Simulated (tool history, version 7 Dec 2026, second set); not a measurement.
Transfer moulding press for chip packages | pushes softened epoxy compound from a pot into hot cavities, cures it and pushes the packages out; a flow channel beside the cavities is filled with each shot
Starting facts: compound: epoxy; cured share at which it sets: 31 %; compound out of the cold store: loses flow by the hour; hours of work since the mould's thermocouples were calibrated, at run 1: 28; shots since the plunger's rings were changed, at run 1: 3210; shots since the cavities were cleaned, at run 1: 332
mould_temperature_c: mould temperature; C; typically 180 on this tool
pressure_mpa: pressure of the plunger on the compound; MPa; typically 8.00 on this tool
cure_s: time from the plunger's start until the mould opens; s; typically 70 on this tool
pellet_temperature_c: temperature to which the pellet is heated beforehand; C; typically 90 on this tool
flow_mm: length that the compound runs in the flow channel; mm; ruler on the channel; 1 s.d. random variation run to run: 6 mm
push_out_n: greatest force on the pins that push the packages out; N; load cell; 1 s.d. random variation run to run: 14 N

run,day,mould_temperature_c,pressure_mpa,cure_s,pellet_temperature_c,hours of work since the mould's thermocouples were calibrated,shots since the plunger's rings were changed,shots since the cavities were cleaned,incoming compound's hours out of the cold store,flow_mm,push_out_n
1,0.000,180,8.00,70,90,28,3210,332,31.7,586,1180
2,0.558,180,8.00,70,90,37,3397,519,45.4,557,1205
3,0.988,181,8.00,70,90,43,3540,662,38.8,562,1166
4,1.342,181,8.00,70,90,49,3659,781,32.2,578,1231
5,1.688,181,8.00,62,90,55,3774,896,33.9,572,1706
6,2.050,181,8.00,62,90,60,3896,1018,22.0,591,1736
# day 2.254: cavities cleaned with cleaning compound and waxed
7,2.446,181,8.00,62,90,66,4007,64,41.0,555,964
8,2.692,180,8.00,96,90,69,4089,146,22.5,586,620
9,3.033,180,8.00,70,90,75,4203,260,32.0,576,1004
10,3.367,180,8.00,70,90,80,4314,371,46.1,542,1121
11,3.950,180,8.00,70,90,89,4509,566,14.6,604,1287
12,4.492,180,8.00,70,99,98,4690,747,41.7,556,1210
13,4.800,180,8.00,70,99,103,4793,850,24.2,572,1246
14,5.262,180,8.00,70,99,110,4947,1004,45.3,533,1219
# day 5.504: cavities cleaned with cleaning compound and waxed
15,5.612,182,7.44,70,100,115,5044,36,28.2,544,604
16,5.875,177,6.37,95,80,119,5131,123,39.1,494,621
# day 6.354: plunger's sealing rings changed
17,6.492,184,9.17,70,81,127,47,295,32.9,661,903
18,6.896,176,9.17,70,81,133,182,430,36.6,673,1585
19,7.450,180,7.95,70,90,142,366,614,13.0,654,1280
20,7.812,182,9.52,82,93,148,488,736,13.7,713,936
21,8.071,182,9.52,82,93,152,573,821,40.6,659,938
22,8.325,182,9.52,82,93,156,659,907,23.3,687,925
23,8.767,180,8.46,91,90,163,806,1054,26.9,641,898
# day 8.862: cavities cleaned with cleaning compound and waxed
24,9.329,180,6.20,70,90,171,973,156,26.5,554,942
25,9.692,176,7.22,85,82,177,1094,277,42.0,571,899
26,9.979,176,7.22,85,82,181,1190,373,41.7,580,971
27,10.267,186,7.26,80,90,186,1287,470,26.6,580,795
28,10.542,180,6.45,70,90,190,1378,561,41.2,534,1215

Below are 5 alternative next runs, each starting from the tool's condition after run 28. Predict each:
A,11.029,174,7.32,70,93,198,1541,724,27.3,?,?
B,11.029,185,7.71,70,90,198,1541,724,19.0,?,?
C,11.029,184,6.93,103,90,198,1541,724,33.5,?,?
D,11.029,180,6.48,70,90,198,1541,724,18.5,?,?
E,11.029,180,9.68,101,91,198,1541,724,22.2,?,?

run,flow_mm,push_out_n
A,602,1859
B,611,1023
C,557,861
D,576,1315
E,687,863
Stripped of hidden state, with their random variation kept, the same runs would have yielded:
run,flow_mm,push_out_n
A,622,934
B,631,512
C,575,431
D,595,659
E,709,426
